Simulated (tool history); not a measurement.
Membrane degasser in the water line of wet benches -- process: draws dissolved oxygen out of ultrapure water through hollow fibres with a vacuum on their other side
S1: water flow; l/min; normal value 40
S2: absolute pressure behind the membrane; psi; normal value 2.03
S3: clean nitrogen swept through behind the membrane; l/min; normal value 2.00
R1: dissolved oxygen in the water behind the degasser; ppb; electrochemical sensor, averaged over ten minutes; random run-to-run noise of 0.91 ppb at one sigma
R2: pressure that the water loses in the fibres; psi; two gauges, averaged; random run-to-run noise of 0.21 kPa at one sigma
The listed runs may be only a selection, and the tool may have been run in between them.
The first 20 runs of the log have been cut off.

run	hour	S1	S2	S3	R1	R2
21	649.5	51	2.39	1.34	968.6	9.248
22	691.7	51	2.39	1.34	967.9	9.319
23	724.4	34	4.55	2.00	976.5	6.215
24	745.4	34	4.55	2.00	979.7	6.158
25	791.7	40	2.03	2.39	408.3	7.285
26	833.1	64	2.03	2.39	680.1	11.626
27	874.7	49	4.34	2.00	1264.6	8.927
28	901.4	39	2.03	2.00	461.8	7.082
29	932.8	27	4.82	1.00	1474.2	4.857
30	959.6	27	4.82	1.00	1477.1	4.898
31	995.3	40	1.77	1.88	423.0	7.290

Each row is a separate what-if for the run after 31, all from the same tool condition, not one after another. Results?
A	1022.7	24	3.92	3.85	?	?
B	1022.7	55	4.82	1.73	?	?
C	1022.7	51	5.05	3.16	?	?
D	1022.7	40	2.25	2.66	?	?

run	R1	R2
A	347.0	4.345
B	1689.4	10.022
C	1062.8	9.281
D	419.9	7.263
Stripped of hidden state, with their random variation kept, the same runs would have yielded:
run	R1	R2
A	344.6	4.289
B	1681.4	9.893
C	1056.7	9.161
D	415.1	7.169

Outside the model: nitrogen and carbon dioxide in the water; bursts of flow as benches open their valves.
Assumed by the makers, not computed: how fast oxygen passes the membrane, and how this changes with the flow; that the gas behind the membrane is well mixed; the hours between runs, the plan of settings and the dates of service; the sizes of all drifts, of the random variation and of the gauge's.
